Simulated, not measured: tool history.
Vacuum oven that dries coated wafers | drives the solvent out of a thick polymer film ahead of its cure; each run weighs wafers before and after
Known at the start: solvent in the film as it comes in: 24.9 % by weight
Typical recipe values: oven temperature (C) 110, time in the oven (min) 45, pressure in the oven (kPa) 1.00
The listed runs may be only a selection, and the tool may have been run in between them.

{"run": 1, "hour": 0.0, "oven temperature (C)": 110, "time in the oven (min)": 45, "pressure in the oven (kPa)": 1.0, "solvent left in the film (%)": 6.23}
{"run": 2, "hour": 23.4, "oven temperature (C)": 110, "time in the oven (min)": 45, "pressure in the oven (kPa)": 1.0, "solvent left in the film (%)": 6.23}
{"run": 3, "hour": 36.2, "oven temperature (C)": 110, "time in the oven (min)": 45, "pressure in the oven (kPa)": 1.0, "solvent left in the film (%)": 6.32}
{"run": 4, "hour": 53.1, "oven temperature (C)": 110, "time in the oven (min)": 45, "pressure in the oven (kPa)": 1.0, "solvent left in the film (%)": 6.32}
{"run": 5, "hour": 64.1, "oven temperature (C)": 103, "time in the oven (min)": 45, "pressure in the oven (kPa)": 1.0, "solvent left in the film (%)": 9.49}
{"run": 6, "hour": 88.9, "oven temperature (C)": 105, "time in the oven (min)": 45, "pressure in the oven (kPa)": 1.0, "solvent left in the film (%)": 8.61}
{"run": 7, "hour": 101.6, "oven temperature (C)": 105, "time in the oven (min)": 45, "pressure in the oven (kPa)": 1.0, "solvent left in the film (%)": 8.51}
{"run": 8, "hour": 112.7, "oven temperature (C)": 110, "time in the oven (min)": 45, "pressure in the oven (kPa)": 1.0, "solvent left in the film (%)": 6.28}
{"run": 9, "hour": 124.9, "oven temperature (C)": 110, "time in the oven (min)": 45, "pressure in the oven (kPa)": 1.0, "solvent left in the film (%)": 6.28}
{"run": 10, "hour": 150.1, "oven temperature (C)": 110, "time in the oven (min)": 70, "pressure in the oven (kPa)": 1.0, "solvent left in the film (%)": 3.52}
{"run": 11, "hour": 167.4, "oven temperature (C)": 110, "time in the oven (min)": 70, "pressure in the oven (kPa)": 1.0, "solvent left in the film (%)": 3.57}
{"run": 12, "hour": 178.6, "oven temperature (C)": 110, "time in the oven (min)": 70, "pressure in the oven (kPa)": 1.0, "solvent left in the film (%)": 3.56}
{"run": 13, "hour": 205.0, "oven temperature (C)": 125, "time in the oven (min)": 70, "pressure in the oven (kPa)": 1.0, "solvent left in the film (%)": 0.74}
{"run": 14, "hour": 223.3, "oven temperature (C)": 125, "time in the oven (min)": 70, "pressure in the oven (kPa)": 1.0, "solvent left in the film (%)": 0.75}
{"run": 15, "hour": 241.5, "oven temperature (C)": 100, "time in the oven (min)": 48, "pressure in the oven (kPa)": 3.27, "solvent left in the film (%)": 12.19}
{"run": 16, "hour": 266.0, "oven temperature (C)": 115, "time in the oven (min)": 45, "pressure in the oven (kPa)": 1.0, "solvent left in the film (%)": 4.22}
{"run": 17, "hour": 284.5, "oven temperature (C)": 113, "time in the oven (min)": 29, "pressure in the oven (kPa)": 3.06, "solvent left in the film (%)": 9.23}
{"run": 18, "hour": 296.7, "oven temperature (C)": 113, "time in the oven (min)": 29, "pressure in the oven (kPa)": 3.06, "solvent left in the film (%)": 9.26}
{"run": 19, "hour": 309.6, "oven temperature (C)": 105, "time in the oven (min)": 36, "pressure in the oven (kPa)": 0.65, "solvent left in the film (%)": 9.81}
{"run": 20, "hour": 322.4, "oven temperature (C)": 98, "time in the oven (min)": 45, "pressure in the oven (kPa)": 3.66, "solvent left in the film (%)": 13.85}
{"run": 21, "hour": 333.1, "oven temperature (C)": 124, "time in the oven (min)": 25, "pressure in the oven (kPa)": 1.27, "solvent left in the film (%)": 4.67}
{"run": 22, "hour": 357.3, "oven temperature (C)": 99, "time in the oven (min)": 45, "pressure in the oven (kPa)": 1.26, "solvent left in the film (%)": 11.49}
{"run": 23, "hour": 370.6, "oven temperature (C)": 99, "time in the oven (min)": 23, "pressure in the oven (kPa)": 3.15, "solvent left in the film (%)": 16.29}
{"run": 24, "hour": 381.4, "oven temperature (C)": 103, "time in the oven (min)": 61, "pressure in the oven (kPa)": 3.47, "solvent left in the film (%)": 9.43}
{"run": 25, "hour": 396.9, "oven temperature (C)": 110, "time in the oven (min)": 45, "pressure in the oven (kPa)": 1.48, "solvent left in the film (%)": 6.64}
{"run": 26, "hour": 413.2, "oven temperature (C)": 110, "time in the oven (min)": 45, "pressure in the oven (kPa)": 1.48, "solvent left in the film (%)": 6.64}
{"run": 27, "hour": 437.1, "oven temperature (C)": 110, "time in the oven (min)": 45, "pressure in the oven (kPa)": 2.47, "solvent left in the film (%)": 7.4}

Missing from the log above: 1 entry noted between runs. For each, name the pair of listed runs it sits between and say how the tool's hidden condition differs from the listed run just before to the listed run just after:
Run 21 -> run 22: oven's thermocouples calibrated (hour 357.3)
  true wafer temperature over the reading, C: 0.06 -> 0.03
  difference, measured minus the result without the unlogged condition, solvent left in the film (%): -0.02 -> -0.01

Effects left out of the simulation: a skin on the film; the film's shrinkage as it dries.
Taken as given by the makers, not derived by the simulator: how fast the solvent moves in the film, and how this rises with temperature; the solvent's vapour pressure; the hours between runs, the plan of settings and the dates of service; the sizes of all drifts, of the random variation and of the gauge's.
